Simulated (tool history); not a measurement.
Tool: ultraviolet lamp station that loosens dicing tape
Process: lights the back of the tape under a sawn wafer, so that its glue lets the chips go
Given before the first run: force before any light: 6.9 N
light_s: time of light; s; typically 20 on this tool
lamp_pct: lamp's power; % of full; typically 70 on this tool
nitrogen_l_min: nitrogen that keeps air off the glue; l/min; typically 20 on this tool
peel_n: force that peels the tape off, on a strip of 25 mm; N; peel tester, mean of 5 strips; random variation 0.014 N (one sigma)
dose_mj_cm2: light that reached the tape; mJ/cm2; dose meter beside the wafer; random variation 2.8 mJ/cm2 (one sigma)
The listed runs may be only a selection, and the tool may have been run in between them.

| run | hour | light_s | lamp_pct | nitrogen_l_min | peel_n | dose_mj_cm2 |
|---|---|---|---|---|---|---|
| 1 | 0 | 20 | 70 | 20 | 0.912 | 332 |
| 2 | 45.9 | 20 | 70 | 20 | 0.992 | 324 |
|  | 92 | window cleaned of glue's vapour |
| 3 | 111.8 | 20 | 70 | 20 | 0.739 | 369 |
| 4 | 160.8 | 20 | 70 | 20 | 0.762 | 362 |
| 5 | 200 | 20 | 70 | 20 | 0.822 | 348 |
| 6 | 232.1 | 20 | 70 | 12 | 1.237 | 351 |
| 7 | 292.8 | 20 | 70 | 20 | 0.894 | 337 |
| 8 | 341.3 | 20 | 66 | 20 | 1.1 | 314 |
| 9 | 377.4 | 20 | 98 | 20 | 0.473 | 457 |
| 10 | 446.7 | 20 | 98 | 20 | 0.502 | 442 |
|  | 487 | window cleaned of glue's vapour |
| 11 | 512.6 | 20 | 98 | 20 | 0.376 | 499 |
| 12 | 542.2 | 20 | 98 | 20 | 0.399 | 485 |
| 13 | 612.3 | 20 | 98 | 20 | 0.426 | 472 |
| 14 | 667.8 | 20 | 98 | 20 | 0.456 | 459 |
| 15 | 698.9 | 20 | 98 | 20 | 0.458 | 453 |
| 16 | 757.4 | 26 | 70 | 20 | 0.615 | 404 |
| 17 | 820.2 | 36 | 70 | 20 | 0.309 | 548 |
| 18 | 863.1 | 12 | 70 | 20 | 2.245 | 181 |
|  | 882.7 | window cleaned of glue's vapour |
| 19 | 913.5 | 12 | 70 | 20 | 2.039 | 200 |
| 20 | 974.7 | 12 | 70 | 20 | 2.1 | 195 |
| 21 | 1043.3 | 12 | 70 | 20 | 2.187 | 194 |
| 22 | 1076.9 | 22 | 70 | 20 | 0.85 | 345 |
| 23 | 1124.5 | 14 | 90 | 20 | 1.332 | 273 |
| 24 | 1158 | 14 | 90 | 20 | 1.388 | 270 |
| 25 | 1215.7 | 14 | 90 | 20 | 1.427 | 261 |
|  | 1279.3 | window cleaned of glue's vapour |
| 26 | 1281.9 | 14 | 90 | 20 | 1.219 | 292 |
| 27 | 1336.7 | 16 | 90 | 20 | 0.966 | 331 |
| 28 | 1385.6 | 10 | 93 | 18 | 2.074 | 205 |
| 29 | 1455.7 | 20 | 72 | 20 | 1.055 | 310 |
| 30 | 1514.9 | 13 | 72 | 29 | 1.832 | 202 |
| 31 | 1576.3 | 17 | 70 | 13 | 2.008 | 242 |
| 32 | 1625.4 | 17 | 70 | 13 | 2.043 | 234 |
| 33 | 1661.7 | 30 | 70 | 13 | 0.869 | 403 |
|  | 1672.8 | window cleaned of glue's vapour |
| 34 | 1699.1 | 30 | 70 | 13 | 0.667 | 462 |
| 35 | 1769.7 | 26 | 95 | 38 | 0.202 | 520 |
| 36 | 1817.6 | 14 | 98 | 16 | 1.354 | 290 |
| 37 | 1854.4 | 33 | 68 | 16 | 0.573 | 455 |
| 38 | 1902.5 | 33 | 68 | 16 | 0.6 | 440 |
| 39 | 1961.7 | 30 | 62 | 6 | 1.764 | 349 |
| 40 | 2015.6 | 34 | 70 | 20 | 0.501 | 439 |
|  | 2066.1 | window cleaned of glue's vapour |
| 41 | 2079.1 | 19 | 89 | 11 | 1.216 | 354 |
| 42 | 2114.1 | 11 | 96 | 11 | 2.307 | 217 |
|  | 2132.6 | lamp changed |
| 43 | 2143.4 | 11 | 96 | 7 | 2.119 | 293 |

Below are 4 alternative next runs, each starting from the tool's condition after run 43. Predict each:
| A | 2182.5 | 17 | 83 | 21 | ? | ? |
| B | 2182.5 | 11 | 96 | 12 | ? | ? |
| C | 2182.5 | 15 | 70 | 18 | ? | ? |
| D | 2182.5 | 11 | 85 | 25 | ? | ? |

| run | peel_n | dose_mj_cm2 |
|---|---|---|
| A | 0.682 | 382 |
| B | 1.564 | 285 |
| C | 1.295 | 288 |
| D | 1.339 | 256 |
Without the tool's unlogged condition, the same runs would have read:
| run | peel_n | dose_mj_cm2 |
|---|---|---|
| A | 0.601 | 405 |
| B | 1.44 | 301 |
| C | 1.178 | 305 |
| D | 1.219 | 271 |
